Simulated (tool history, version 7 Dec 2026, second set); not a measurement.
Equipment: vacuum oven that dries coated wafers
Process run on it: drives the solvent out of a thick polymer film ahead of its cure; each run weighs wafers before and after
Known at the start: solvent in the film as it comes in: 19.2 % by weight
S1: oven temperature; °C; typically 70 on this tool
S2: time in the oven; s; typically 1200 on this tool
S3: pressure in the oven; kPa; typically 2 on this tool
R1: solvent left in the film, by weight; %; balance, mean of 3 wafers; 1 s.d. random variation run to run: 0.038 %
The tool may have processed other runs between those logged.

{"run": 1, "hour": 0.0, "S1": 70, "S2": 1200, "S3": 2, "R1": 2.1}
{"run": 2, "hour": 8.1, "S1": 70, "S2": 1200, "S3": 2, "R1": 2.12}
{"run": 3, "hour": 16.4, "S1": 70, "S2": 1200, "S3": 2, "R1": 2.03}
{"run": 4, "hour": 30.7, "S1": 70, "S2": 1200, "S3": 2, "R1": 2.09}
{"run": 5, "hour": 41.3, "S1": 70, "S2": 1200, "S3": 2, "R1": 2.15}
{"run": 6, "hour": 52.7, "S1": 70, "S2": 1200, "S3": 2, "R1": 2.13}
{"run": 7, "hour": 64.1, "S1": 70, "S2": 1200, "S3": 1.9, "R1": 2.07}
{"run": 8, "hour": 79.1, "S1": 70, "S2": 1200, "S3": 1.9, "R1": 2.04}
{"run": 9, "hour": 88.4, "S1": 70, "S2": 1920, "S3": 2, "R1": 1.32}
{"run": 10, "hour": 104.9, "S1": 70, "S2": 1200, "S3": 5.27, "R1": 3.85}
{"run": 11, "hour": 112.7, "S1": 70, "S2": 1200, "S3": 2, "R1": 2.15}
{"run": 12, "hour": 129.7, "S1": 70, "S2": 780, "S3": 2, "R1": 3.72}
{"run": 13, "hour": 138.0, "S1": 70, "S2": 780, "S3": 2, "R1": 3.79}
{"run": 14, "hour": 154.0, "S1": 70, "S2": 780, "S3": 2, "R1": 3.79}
{"run": 15, "hour": 169.9, "S1": 70, "S2": 780, "S3": 2, "R1": 3.65}
{"run": 16, "hour": 185.3, "S1": 70, "S2": 780, "S3": 2, "R1": 3.78}
{"run": 17, "hour": 199.5, "S1": 70, "S2": 600, "S3": 2, "R1": 4.97}
{"run": 18, "hour": 214.5, "S1": 70, "S2": 1200, "S3": 2, "R1": 2.13}
{"run": 19, "hour": 230.0, "S1": 60, "S2": 1200, "S3": 2, "R1": 5.65}
{"run": 20, "hour": 243.3, "S1": 60, "S2": 1200, "S3": 2, "R1": 5.54}
{"run": 21, "hour": 256.4, "S1": 60, "S2": 1200, "S3": 2, "R1": 5.63}
{"run": 22, "hour": 270.5, "S1": 77, "S2": 1200, "S3": 2, "R1": 0.94}
{"run": 23, "hour": 287.0, "S1": 70, "S2": 1200, "S3": 4.15, "R1": 3.26}
{"run": 24, "hour": 298.5, "S1": 70, "S2": 1200, "S3": 2, "R1": 2.19}
{"run": 25, "hour": 314.8, "S1": 60, "S2": 660, "S3": 5.53, "R1": 10.42}
{"run": 26, "hour": 322.2, "S1": 72, "S2": 1200, "S3": 2.82, "R1": 2.14}
{"run": 27, "hour": 332.2, "S1": 65, "S2": 1200, "S3": 2.52, "R1": 3.97}
{"run": 28, "hour": 341.3, "S1": 65, "S2": 1440, "S3": 5.74, "R1": 5.25}
{"run": 29, "hour": 357.6, "S1": 65, "S2": 840, "S3": 5.74, "R1": 7.41}
{"run": 30, "hour": 370.5, "S1": 57, "S2": 840, "S3": 5.74, "R1": 10.88}
{"run": 31, "hour": 388.2, "S1": 82, "S2": 840, "S3": 2, "R1": 0.92}
{"run": 32, "hour": 396.0, "S1": 82, "S2": 1200, "S3": 7.95, "R1": 2.64}
{"run": 33, "hour": 403.1, "S1": 82, "S2": 1200, "S3": 1.31, "R1": 0.49}
{"run": 34, "hour": 412.0, "S1": 80, "S2": 840, "S3": 1.2, "R1": 0.92}
{"run": 35, "hour": 427.3, "S1": 82, "S2": 1200, "S3": 2.73, "R1": 0.97}
{"run": 36, "hour": 434.5, "S1": 82, "S2": 840, "S3": 2.73, "R1": 1.12}
{"run": 37, "hour": 450.4, "S1": 79, "S2": 660, "S3": 2.42, "R1": 1.99}
{"run": 38, "hour": 457.7, "S1": 63, "S2": 900, "S3": 6.97, "R1": 8.52}
{"run": 39, "hour": 465.8, "S1": 63, "S2": 900, "S3": 6.97, "R1": 8.59}
{"run": 40, "hour": 481.4, "S1": 63, "S2": 1200, "S3": 2, "R1": 4.4}
{"run": 41, "hour": 492.7, "S1": 70, "S2": 2160, "S3": 3.42, "R1": 2.01}
{"run": 42, "hour": 500.5, "S1": 70, "S2": 2160, "S3": 3.42, "R1": 1.98}
{"run": 43, "hour": 511.5, "S1": 70, "S2": 780, "S3": 7.67, "R1": 6.53}
{"hour": 522.8, "done": "oven's thermocouples calibrated"}
{"run": 44, "hour": 525.7, "S1": 76, "S2": 840, "S3": 3, "R1": 1.91}
{"run": 45, "hour": 540.4, "S1": 57, "S2": 1200, "S3": 2, "R1": 6.18}
{"run": 46, "hour": 552.0, "S1": 81, "S2": 1800, "S3": 2.64, "R1": 0.88}
{"run": 47, "hour": 562.0, "S1": 61, "S2": 720, "S3": 2.64, "R1": 7.35}
{"run": 48, "hour": 576.8, "S1": 61, "S2": 720, "S3": 2.64, "R1": 7.44}

Subtracting, for every run, the result it would have given without the tool's unlogged condition from the measured result gives the following. The same run-to-run variation enters both numbers; the gauge's scatter may not:
What the log doesn't record here: true wafer temperature over the reading, C; true pressure over the reading, kPa; drift of the gauge itself on solvent_pct, %.
run=1 R1=+0.22
run=2 R1=+0.23
run=3 R1=+0.23
run=4 R1=+0.23
run=5 R1=+0.23
run=6 R1=+0.23
run=7 R1=+0.23
run=8 R1=+0.23
run=9 R1=+0.11
run=10 R1=+0.3
run=11 R1=+0.24
run=12 R1=+0.38
run=13 R1=+0.38
run=14 R1=+0.38
run=15 R1=+0.38
run=16 R1=+0.38
run=17 R1=+0.44
run=18 R1=+0.26
run=19 R1=+0.5
run=20 R1=+0.49
run=21 R1=+0.5
run=22 R1=+0.11
run=23 R1=+0.32
run=24 R1=+0.27
run=25 R1=+0.53
run=26 R1=+0.24
run=27 R1=+0.43
run=28 R1=+0.44
run=29 R1=+0.55
run=30 R1=+0.56
run=31 R1=+0.11
run=32 R1=+0.15
run=33 R1=+0.05
run=34 R1=+0.14
run=35 R1=+0.07
run=36 R1=+0.13
run=37 R1=+0.27
run=38 R1=+0.6
run=39 R1=+0.6
run=40 R1=+0.5
run=41 R1=+0.17
run=42 R1=+0.16
run=43 R1=+0.54
run=44 R1=-0.08
run=45 R1=-0.19
run=46 R1=+0
run=47 R1=-0.19
run=48 R1=-0.19

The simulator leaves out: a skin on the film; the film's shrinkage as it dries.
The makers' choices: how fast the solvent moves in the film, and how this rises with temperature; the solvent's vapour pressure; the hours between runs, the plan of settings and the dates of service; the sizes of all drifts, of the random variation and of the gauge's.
